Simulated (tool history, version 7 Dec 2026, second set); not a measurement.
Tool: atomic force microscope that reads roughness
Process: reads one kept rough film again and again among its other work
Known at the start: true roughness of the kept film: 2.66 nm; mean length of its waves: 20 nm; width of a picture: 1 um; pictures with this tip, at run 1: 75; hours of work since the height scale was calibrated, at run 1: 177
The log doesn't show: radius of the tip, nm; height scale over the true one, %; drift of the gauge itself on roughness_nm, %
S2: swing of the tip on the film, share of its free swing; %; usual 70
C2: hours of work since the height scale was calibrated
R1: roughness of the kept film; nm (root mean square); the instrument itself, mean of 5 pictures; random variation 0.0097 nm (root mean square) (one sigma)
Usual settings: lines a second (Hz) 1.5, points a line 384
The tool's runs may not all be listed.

run 1 hour=0 | lines_a_second_(Hz)=1.5 S2=70 points_a_line=384 | pictures_with_this_tip=75 C2=177 | R1=2.108
run 2 hour=15.2 | lines_a_second_(Hz)=1.5 S2=70 points_a_line=384 | pictures_with_this_tip=90 C2=184 | R1=2.069
run 3 hour=28.3 | lines_a_second_(Hz)=1.5 S2=70 points_a_line=384 | pictures_with_this_tip=102 C2=190 | R1=2.044
run 4 hour=44.3 | lines_a_second_(Hz)=1.5 S2=70 points_a_line=384 | pictures_with_this_tip=117 C2=196 | R1=2.044
run 5 hour=57.2 | lines_a_second_(Hz)=1.5 S2=70 points_a_line=384 | pictures_with_this_tip=129 C2=202 | R1=2.011
run 6 hour=67.4 | lines_a_second_(Hz)=1.5 S2=70 points_a_line=384 | pictures_with_this_tip=138 C2=206 | R1=2.008
run 7 hour=78.4 | lines_a_second_(Hz)=1.5 S2=70 points_a_line=384 | pictures_with_this_tip=148 C2=211 | R1=1.985
run 8 hour=94 | lines_a_second_(Hz)=1.5 S2=70 points_a_line=384 | pictures_with_this_tip=163 C2=218 | R1=1.948
run 9 hour=109.1 | lines_a_second_(Hz)=1.5 S2=70 points_a_line=384 | pictures_with_this_tip=177 C2=224 | R1=1.958
run 10 hour=122.7 | lines_a_second_(Hz)=1.5 S2=70 points_a_line=384 | pictures_with_this_tip=190 C2=230 | R1=1.926
run 11 hour=134.8 | lines_a_second_(Hz)=1.5 S2=70 points_a_line=384 | pictures_with_this_tip=201 C2=235 | R1=1.893
run 12 hour=143.2 | lines_a_second_(Hz)=3.45 S2=70 points_a_line=384 | pictures_with_this_tip=209 C2=239 | R1=1.811
run 13 hour=150.2 | lines_a_second_(Hz)=1.5 S2=66 points_a_line=384 | pictures_with_this_tip=216 C2=242 | R1=1.898
run 14 hour=162.8 | lines_a_second_(Hz)=1.5 S2=66 points_a_line=384 | pictures_with_this_tip=227 C2=247 | R1=1.883
run 15 hour=175.6 | lines_a_second_(Hz)=1.5 S2=70 points_a_line=384 | pictures_with_this_tip=239 C2=253 | R1=1.863
run 16 hour=183.8 | lines_a_second_(Hz)=1.5 S2=70 points_a_line=384 | pictures_with_this_tip=247 C2=256 | R1=1.851
run 17 hour=198.3 | lines_a_second_(Hz)=1.5 S2=70 points_a_line=384 | pictures_with_this_tip=261 C2=262 | R1=1.843
run 18 hour=208.2 | lines_a_second_(Hz)=1.5 S2=70 points_a_line=384 | pictures_with_this_tip=270 C2=267 | R1=1.811
run 19 hour=216.8 | lines_a_second_(Hz)=0.73 S2=78 points_a_line=701 | pictures_with_this_tip=278 C2=270 | R1=1.85
run 20 hour=232.8 | lines_a_second_(Hz)=0.73 S2=78 points_a_line=701 | pictures_with_this_tip=293 C2=277 | R1=1.838
run 21 hour=248.7 | lines_a_second_(Hz)=0.73 S2=78 points_a_line=701 | pictures_with_this_tip=308 C2=284 | R1=1.818
run 22 hour=265.4 | lines_a_second_(Hz)=2.29 S2=62 points_a_line=384 | pictures_with_this_tip=323 C2=291 | R1=1.768
run 23 hour=272.6 | lines_a_second_(Hz)=2.23 S2=62 points_a_line=384 | pictures_with_this_tip=330 C2=294 | R1=1.762
run 24 hour=285.2 | lines_a_second_(Hz)=2.23 S2=62 points_a_line=384 | pictures_with_this_tip=342 C2=300 | R1=1.733
run 25 hour=293.8 | lines_a_second_(Hz)=2.23 S2=62 points_a_line=384 | pictures_with_this_tip=350 C2=303 | R1=1.723
-- hour=295.2 new tip fitted
run 26 hour=302.4 | lines_a_second_(Hz)=1.23 S2=77 points_a_line=384 | pictures_with_this_tip=6 C2=307 | R1=2.187
run 27 hour=318.1 | lines_a_second_(Hz)=1.23 S2=77 points_a_line=384 | pictures_with_this_tip=21 C2=313 | R1=2.157
run 28 hour=330.1 | lines_a_second_(Hz)=1.4 S2=56 points_a_line=539 | pictures_with_this_tip=32 C2=319 | R1=2.215
run 29 hour=342.1 | lines_a_second_(Hz)=1.4 S2=90 points_a_line=781 | pictures_with_this_tip=43 C2=324 | R1=2.043
run 30 hour=357.1 | lines_a_second_(Hz)=3.54 S2=79 points_a_line=308 | pictures_with_this_tip=57 C2=330 | R1=1.889
run 31 hour=370.4 | lines_a_second_(Hz)=3.54 S2=79 points_a_line=308 | pictures_with_this_tip=70 C2=336 | R1=1.855
run 32 hour=387 | lines_a_second_(Hz)=1.5 S2=85 points_a_line=408 | pictures_with_this_tip=85 C2=343 | R1=1.991
run 33 hour=401 | lines_a_second_(Hz)=1.5 S2=85 points_a_line=408 | pictures_with_this_tip=98 C2=349 | R1=1.963
run 34 hour=411.2 | lines_a_second_(Hz)=0.5 S2=60 points_a_line=943 | pictures_with_this_tip=108 C2=353 | R1=2.138
run 35 hour=419.6 | lines_a_second_(Hz)=0.5 S2=60 points_a_line=943 | pictures_with_this_tip=116 C2=357 | R1=2.124
run 36 hour=432.7 | lines_a_second_(Hz)=0.5 S2=60 points_a_line=943 | pictures_with_this_tip=128 C2=363 | R1=2.105

5 ways to go on from here, each from the tool as it stands after run 36. What would each give?
run A hour=445.9 | lines_a_second_(Hz)=0.5 S2=60 points_a_line=944 | pictures_with_this_tip=140 C2=368 | R1=?
run B hour=445.9 | lines_a_second_(Hz)=0.5 S2=86 points_a_line=498 | pictures_with_this_tip=140 C2=368 | R1=?
run C hour=445.9 | lines_a_second_(Hz)=0.95 S2=80 points_a_line=943 | pictures_with_this_tip=140 C2=368 | R1=?
run D hour=445.9 | lines_a_second_(Hz)=1.62 S2=70 points_a_line=384 | pictures_with_this_tip=140 C2=368 | R1=?
run E hour=445.9 | lines_a_second_(Hz)=3.48 S2=60 points_a_line=943 | pictures_with_this_tip=140 C2=368 | R1=?

run=A R1=2.096
run=B R1=1.998
run=C R1=1.997
run=D R1=1.98
run=E R1=2.009
Without the tool's hidden state the same runs would have given:
run=A R1=2.345
run=B R1=2.236
run=C R1=2.235
run=D R1=2.216
run=E R1=2.247

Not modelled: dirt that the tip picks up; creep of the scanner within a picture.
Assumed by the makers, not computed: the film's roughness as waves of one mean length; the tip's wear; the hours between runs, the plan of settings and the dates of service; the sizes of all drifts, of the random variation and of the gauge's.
